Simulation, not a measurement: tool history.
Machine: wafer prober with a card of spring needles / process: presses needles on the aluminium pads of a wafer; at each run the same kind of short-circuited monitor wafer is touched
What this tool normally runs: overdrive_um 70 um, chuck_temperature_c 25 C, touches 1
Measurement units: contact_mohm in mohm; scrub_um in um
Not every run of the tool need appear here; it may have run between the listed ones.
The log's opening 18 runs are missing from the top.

| run | day | overdrive_um | chuck_temperature_c | touches | contact_mohm | scrub_um |
|---|---|---|---|---|---|---|
|  | 18.512 | tips cleaned on abrasive film |
| 19 | 18.862 | 70 | 25 | 1 | 208 | 11.46 |
|  | 19.688 | tips cleaned on abrasive film |
| 20 | 20.021 | 70 | 25 | 1 | 208 | 11.44 |
|  | 20.858 | tips cleaned on abrasive film |
| 21 | 21.275 | 70 | 25 | 1 | 214 | 11.42 |
|  | 22.008 | tips cleaned on abrasive film |
| 22 | 22.700 | 70 | 25 | 1 | 216 | 11.38 |
|  | 23.175 | tips cleaned on abrasive film |
| 23 | 24.154 | 70 | 25 | 1 | 218 | 11.38 |
|  | 24.300 | tips cleaned on abrasive film |
| 24 | 24.954 | 70 | 25 | 1 | 215 | 11.31 |
|  | 25.425 | tips cleaned on abrasive film |
| 25 | 25.921 | 79 | 39 | 2 | 206 | 12.80 |
|  | 26.558 | tips cleaned on abrasive film |
| 26 | 27.112 | 79 | 39 | 2 | 201 | 12.77 |
|  | 27.758 | tips cleaned on abrasive film |
| 27 | 28.504 | 79 | 39 | 2 | 204 | 12.80 |
|  | 28.921 | tips cleaned on abrasive film |
| 28 | 29.142 | 79 | 39 | 2 | 202 | 12.81 |
|  | 30.075 | tips cleaned on abrasive film |
| 29 | 30.225 | 79 | 39 | 2 | 197 | 12.75 |
|  | 31.262 | tips cleaned on abrasive film |
| 30 | 31.550 | 53 | 37 | 1 | 223 | 8.45 |
| 31 | 32.254 | 71 | 118 | 3 | 216 | 11.42 |
|  | 32.450 | tips cleaned on abrasive film |
|  | 33.600 | tips cleaned on abrasive film |
| 32 | 33.600 | 51 | 100 | 1 | 212 | 8.13 |
| 33 | 34.542 | 62 | 100 | 1 | 237 | 9.90 |
|  | 34.812 | tips cleaned on abrasive film |
| 34 | 35.817 | 62 | 100 | 1 | 243 | 9.86 |

Alternative continuations, all from the tool just after run 34; predict every row:
|  | 35.942 | tips cleaned on abrasive film |
| A | 36.812 | 70 | 68 | 1 | ? | ? |
|  | 35.942 | tips cleaned on abrasive film |
| B | 36.812 | 60 | 100 | 1 | ? | ? |
|  | 35.942 | tips cleaned on abrasive film |
| C | 36.812 | 50 | 80 | 1 | ? | ? |

| run | contact_mohm | scrub_um |
|---|---|---|
| A | 228 | 11.23 |
| B | 243 | 9.54 |
| C | 255 | 7.90 |
What these runs would have given with no unlogged condition in the tool:
| run | contact_mohm | scrub_um |
|---|---|---|
| A | 201 | 11.58 |
| B | 209 | 9.88 |
| C | 207 | 8.25 |
